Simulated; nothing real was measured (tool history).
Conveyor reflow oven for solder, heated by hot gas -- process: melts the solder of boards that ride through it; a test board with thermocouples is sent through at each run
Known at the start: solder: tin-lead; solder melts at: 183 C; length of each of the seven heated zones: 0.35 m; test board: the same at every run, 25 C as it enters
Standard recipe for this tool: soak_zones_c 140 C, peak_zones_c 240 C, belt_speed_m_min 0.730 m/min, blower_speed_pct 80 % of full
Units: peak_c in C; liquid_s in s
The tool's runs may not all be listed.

run  hour  soak_zones_c  peak_zones_c  belt_speed_m_min  blower_speed_pct  peak_c  liquid_s
  1   0.0           140           240             0.730                80   222.5      47.2
  2   9.7           140           240             0.689                80   225.3      50.9
  3  18.5           140           240             0.689                80   225.2      51.2
  4  23.9           140           240             0.689                80   225.3      50.8
  5  33.4           140           240             0.739                80   222.5      46.1
  6  37.9           140           240             0.739                80   222.7      45.8
  7  45.1           138           246             0.783                56   218.8      40.4
  8  50.9           138           234             0.835                56   206.3      29.2
  9  60.1           140           252             0.596                78   240.0      66.0
 10  64.4           140           252             0.596                78   239.0      66.2
 11  72.6           140           252             0.596                78   239.3      65.5
 12  80.3           152           246             0.685                55   227.5      55.6

4 ways to go on from here, each from the tool as it stands after run 12. What would each give?
  A  89.2           140           234             0.730                80       ?         ?
  B  89.2           146           240             0.730                80       ?         ?
  C  89.2           152           246             0.760                75       ?         ?
  D  89.2           148           240             0.730                80       ?         ?

run  peak_c  liquid_s
  A   217.6      44.2
  B   224.7      49.3
  C   228.3      50.6
  D   224.6      49.7
With the hidden condition removed and each run's random variation left untouched, the same runs would have given:
run  peak_c  liquid_s
  A   218.9      44.9
  B   225.9      49.7
  C   229.6      50.8
  D   225.8      50.1
